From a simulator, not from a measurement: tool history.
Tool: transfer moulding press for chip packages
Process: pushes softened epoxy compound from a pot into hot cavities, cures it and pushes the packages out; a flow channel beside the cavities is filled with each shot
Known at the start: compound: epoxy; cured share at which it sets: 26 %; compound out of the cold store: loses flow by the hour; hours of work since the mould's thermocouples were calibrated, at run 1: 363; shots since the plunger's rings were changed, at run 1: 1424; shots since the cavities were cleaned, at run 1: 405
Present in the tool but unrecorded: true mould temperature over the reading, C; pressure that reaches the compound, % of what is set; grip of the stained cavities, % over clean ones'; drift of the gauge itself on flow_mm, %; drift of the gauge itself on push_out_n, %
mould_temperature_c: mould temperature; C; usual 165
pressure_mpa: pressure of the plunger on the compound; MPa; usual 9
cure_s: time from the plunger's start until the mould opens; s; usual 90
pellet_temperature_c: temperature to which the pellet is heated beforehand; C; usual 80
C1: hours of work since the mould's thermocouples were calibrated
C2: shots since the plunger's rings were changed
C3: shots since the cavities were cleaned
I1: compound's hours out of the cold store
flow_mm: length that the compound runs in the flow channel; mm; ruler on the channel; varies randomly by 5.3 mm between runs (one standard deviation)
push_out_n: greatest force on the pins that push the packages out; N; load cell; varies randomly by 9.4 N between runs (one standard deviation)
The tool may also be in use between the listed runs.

{"run": 1, "day": 0.0, "mould_temperature_c": 165, "pressure_mpa": 9, "cure_s": 90, "pellet_temperature_c": 80, "C1": 363, "C2": 1424, "C3": 405, "I1": 16.8, "flow_mm": 636, "push_out_n": 713}
{"day": 0.4, "done": "cavities cleaned with cleaning compound and waxed"}
{"run": 2, "day": 0.612, "mould_temperature_c": 165, "pressure_mpa": 9, "cure_s": 90, "pellet_temperature_c": 80, "C1": 372, "C2": 1613, "C3": 73, "I1": 10.3, "flow_mm": 657, "push_out_n": 495}
{"run": 3, "day": 1.512, "mould_temperature_c": 165, "pressure_mpa": 9, "cure_s": 90, "pellet_temperature_c": 80, "C1": 388, "C2": 1921, "C3": 381, "I1": 12.5, "flow_mm": 656, "push_out_n": 703}
{"day": 2.004, "done": "cavities cleaned with cleaning compound and waxed"}
{"run": 4, "day": 2.517, "mould_temperature_c": 165, "pressure_mpa": 9, "cure_s": 90, "pellet_temperature_c": 80, "C1": 404, "C2": 2245, "C3": 176, "I1": 30.5, "flow_mm": 575, "push_out_n": 597}
{"run": 5, "day": 3.458, "mould_temperature_c": 165, "pressure_mpa": 9, "cure_s": 90, "pellet_temperature_c": 80, "C1": 420, "C2": 2568, "C3": 499, "I1": 26.2, "flow_mm": 590, "push_out_n": 751}
{"day": 3.617, "done": "cavities cleaned with cleaning compound and waxed"}
{"run": 6, "day": 4.292, "mould_temperature_c": 165, "pressure_mpa": 9, "cure_s": 90, "pellet_temperature_c": 80, "C1": 434, "C2": 2833, "C3": 232, "I1": 26.3, "flow_mm": 586, "push_out_n": 620}
{"day": 5.175, "done": "cavities cleaned with cleaning compound and waxed"}
{"run": 7, "day": 5.262, "mould_temperature_c": 165, "pressure_mpa": 9, "cure_s": 90, "pellet_temperature_c": 88, "C1": 450, "C2": 3145, "C3": 30, "I1": 8.1, "flow_mm": 669, "push_out_n": 478}
{"run": 8, "day": 6.004, "mould_temperature_c": 167, "pressure_mpa": 9, "cure_s": 90, "pellet_temperature_c": 80, "C1": 462, "C2": 3400, "C3": 285, "I1": 26.7, "flow_mm": 569, "push_out_n": 603}
{"run": 9, "day": 6.629, "mould_temperature_c": 167, "pressure_mpa": 9, "cure_s": 90, "pellet_temperature_c": 80, "C1": 473, "C2": 3614, "C3": 499, "I1": 24.3, "flow_mm": 580, "push_out_n": 705}
{"day": 6.758, "done": "cavities cleaned with cleaning compound and waxed"}
{"run": 10, "day": 7.767, "mould_temperature_c": 165, "pressure_mpa": 9, "cure_s": 90, "pellet_temperature_c": 80, "C1": 492, "C2": 3984, "C3": 347, "I1": 26.3, "flow_mm": 582, "push_out_n": 693}
{"day": 8.358, "done": "cavities cleaned with cleaning compound and waxed"}
{"run": 11, "day": 8.846, "mould_temperature_c": 165, "pressure_mpa": 9, "cure_s": 71, "pellet_temperature_c": 80, "C1": 509, "C2": 4332, "C3": 168, "I1": 9.8, "flow_mm": 634, "push_out_n": 874}
{"run": 12, "day": 9.671, "mould_temperature_c": 165, "pressure_mpa": 9, "cure_s": 71, "pellet_temperature_c": 80, "C1": 524, "C2": 4616, "C3": 452, "I1": 11.8, "flow_mm": 622, "push_out_n": 1095}
{"day": 9.933, "done": "cavities cleaned with cleaning compound and waxed"}
{"run": 13, "day": 10.825, "mould_temperature_c": 165, "pressure_mpa": 7.34, "cure_s": 71, "pellet_temperature_c": 80, "C1": 543, "C2": 4990, "C3": 306, "I1": 21, "flow_mm": 525, "push_out_n": 991}
{"day": 11.175, "done": "plunger's sealing rings changed"}
{"day": 11.588, "done": "cavities cleaned with cleaning compound and waxed"}
{"run": 14, "day": 11.917, "mould_temperature_c": 165, "pressure_mpa": 7.34, "cure_s": 71, "pellet_temperature_c": 80, "C1": 559, "C2": 233, "C3": 112, "I1": 15.1, "flow_mm": 593, "push_out_n": 770}
{"run": 15, "day": 13.004, "mould_temperature_c": 165, "pressure_mpa": 7.34, "cure_s": 71, "pellet_temperature_c": 80, "C1": 577, "C2": 607, "C3": 486, "I1": 37.4, "flow_mm": 512, "push_out_n": 975}
{"day": 13.208, "done": "cavities cleaned with cleaning compound and waxed"}
{"run": 16, "day": 14.138, "mould_temperature_c": 165, "pressure_mpa": 7.35, "cure_s": 75, "pellet_temperature_c": 80, "C1": 596, "C2": 974, "C3": 319, "I1": 18.7, "flow_mm": 566, "push_out_n": 849}
{"day": 14.808, "done": "cavities cleaned with cleaning compound and waxed"}
{"run": 17, "day": 14.967, "mould_temperature_c": 172, "pressure_mpa": 7.25, "cure_s": 76, "pellet_temperature_c": 89, "C1": 609, "C2": 1237, "C3": 54, "I1": 28.6, "flow_mm": 511, "push_out_n": 452}
{"run": 18, "day": 15.971, "mould_temperature_c": 165, "pressure_mpa": 9.79, "cure_s": 90, "pellet_temperature_c": 80, "C1": 627, "C2": 1582, "C3": 399, "I1": 12.7, "flow_mm": 675, "push_out_n": 701}
{"day": 16.358, "done": "cavities cleaned with cleaning compound and waxed"}
{"run": 19, "day": 16.704, "mould_temperature_c": 167, "pressure_mpa": 9, "cure_s": 96, "pellet_temperature_c": 85, "C1": 638, "C2": 1813, "C3": 119, "I1": 21.6, "flow_mm": 596, "push_out_n": 505}
{"run": 20, "day": 17.429, "mould_temperature_c": 165, "pressure_mpa": 9, "cure_s": 130, "pellet_temperature_c": 80, "C1": 651, "C2": 2061, "C3": 367, "I1": 16.6, "flow_mm": 619, "push_out_n": 626}
{"day": 17.975, "done": "cavities cleaned with cleaning compound and waxed"}
{"run": 21, "day": 18.558, "mould_temperature_c": 165, "pressure_mpa": 9, "cure_s": 130, "pellet_temperature_c": 80, "C1": 669, "C2": 2427, "C3": 199, "I1": 12.2, "flow_mm": 655, "push_out_n": 556}
{"day": 19.562, "done": "cavities cleaned with cleaning compound and waxed"}
{"run": 22, "day": 19.708, "mould_temperature_c": 165, "pressure_mpa": 9.49, "cure_s": 130, "pellet_temperature_c": 80, "C1": 688, "C2": 2801, "C3": 51, "I1": 14.1, "flow_mm": 653, "push_out_n": 469}
{"run": 23, "day": 20.496, "mould_temperature_c": 165, "pressure_mpa": 9.49, "cure_s": 130, "pellet_temperature_c": 80, "C1": 702, "C2": 3072, "C3": 322, "I1": 34.4, "flow_mm": 560, "push_out_n": 594}
{"day": 21.138, "done": "cavities cleaned with cleaning compound and waxed"}
{"run": 24, "day": 21.433, "mould_temperature_c": 165, "pressure_mpa": 9, "cure_s": 107, "pellet_temperature_c": 80, "C1": 717, "C2": 3372, "C3": 102, "I1": 36.9, "flow_mm": 539, "push_out_n": 476}
{"day": 22.079, "done": "mould's thermocouples calibrated"}
{"run": 25, "day": 22.229, "mould_temperature_c": 165, "pressure_mpa": 9, "cure_s": 107, "pellet_temperature_c": 80, "C1": 3, "C2": 3616, "C3": 346, "I1": 21.3, "flow_mm": 600, "push_out_n": 624}
{"day": 22.825, "done": "cavities cleaned with cleaning compound and waxed"}
{"run": 26, "day": 23.308, "mould_temperature_c": 171, "pressure_mpa": 8.86, "cure_s": 90, "pellet_temperature_c": 81, "C1": 20, "C2": 3966, "C3": 166, "I1": 19.2, "flow_mm": 583, "push_out_n": 541}
{"run": 27, "day": 24.292, "mould_temperature_c": 169, "pressure_mpa": 8.47, "cure_s": 102, "pellet_temperature_c": 83, "C1": 37, "C2": 4303, "C3": 503, "I1": 45.8, "flow_mm": 479, "push_out_n": 651}

Results per run with the tool's hidden condition removed, run-to-run variation unchanged:
run=1 flow_mm=653 push_out_n=448
run=2 flow_mm=678 push_out_n=432
run=3 flow_mm=679 push_out_n=442
run=4 flow_mm=599 push_out_n=442
run=5 flow_mm=619 push_out_n=439
run=6 flow_mm=618 push_out_n=432
run=7 flow_mm=709 push_out_n=447
run=8 flow_mm=607 push_out_n=404
run=9 flow_mm=621 push_out_n=416
run=10 flow_mm=627 push_out_n=443
run=11 flow_mm=687 push_out_n=689
run=12 flow_mm=678 push_out_n=682
run=13 flow_mm=577 push_out_n=677
run=14 flow_mm=599 push_out_n=664
run=15 flow_mm=520 push_out_n=605
run=16 flow_mm=579 push_out_n=576
run=17 flow_mm=525 push_out_n=409
run=18 flow_mm=697 push_out_n=442
run=19 flow_mm=619 push_out_n=403
run=20 flow_mm=645 push_out_n=388
run=21 flow_mm=688 push_out_n=397
run=22 flow_mm=691 push_out_n=411
run=23 flow_mm=595 push_out_n=373
run=24 flow_mm=577 push_out_n=382
run=25 flow_mm=641 push_out_n=384
run=26 flow_mm=628 push_out_n=401
run=27 flow_mm=519 push_out_n=374
